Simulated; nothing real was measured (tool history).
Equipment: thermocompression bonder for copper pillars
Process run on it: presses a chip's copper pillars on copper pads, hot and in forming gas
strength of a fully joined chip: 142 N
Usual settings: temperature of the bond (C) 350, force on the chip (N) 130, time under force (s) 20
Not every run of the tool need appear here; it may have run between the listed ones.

| run | day | temperature of the bond (C) | force on the chip (N) | time under force (s) | force that shears a chip off (N) |
|---|---|---|---|---|---|
| 1 | 0 | 350 | 130 | 20 | 76.7 |
| 2 | 2.308 | 350 | 130 | 20 | 77.2 |
| 3 | 4.633 | 350 | 130 | 20 | 74.1 |
| 4 | 6.925 | 350 | 130 | 20 | 74.2 |
| 5 | 8.221 | 320 | 130 | 20 | 55.1 |
| 6 | 9.767 | 350 | 146 | 20 | 78.2 |
|  | 10.154 | forming gas filter changed |
| 7 | 11.804 | 350 | 146 | 20 | 83 |
| 8 | 14.146 | 350 | 130 | 27 | 83.6 |
| 9 | 16.8 | 350 | 130 | 27 | 83 |
| 10 | 18.462 | 350 | 130 | 20 | 75.5 |
| 11 | 20.125 | 350 | 90 | 20 | 59.6 |
| 12 | 21.783 | 335 | 95 | 45 | 68.8 |
|  | 23.029 | force cell calibrated |
| 13 | 24.438 | 358 | 130 | 11 | 65.6 |
|  | 26.062 | forming gas filter changed |
| 14 | 26.646 | 350 | 125 | 37 | 93.7 |
| 15 | 28.008 | 349 | 179 | 43 | 109.3 |
| 16 | 31.042 | 350 | 175 | 36 | 104.7 |

What will run 17 give?
| 17 | 33.3 | 350 | 94 | 31 | ? |

force that shears a chip off (N): 70.7
The same run, on a tool lacking any hidden state, would have yielded force that shears a chip off (N) 78.5.

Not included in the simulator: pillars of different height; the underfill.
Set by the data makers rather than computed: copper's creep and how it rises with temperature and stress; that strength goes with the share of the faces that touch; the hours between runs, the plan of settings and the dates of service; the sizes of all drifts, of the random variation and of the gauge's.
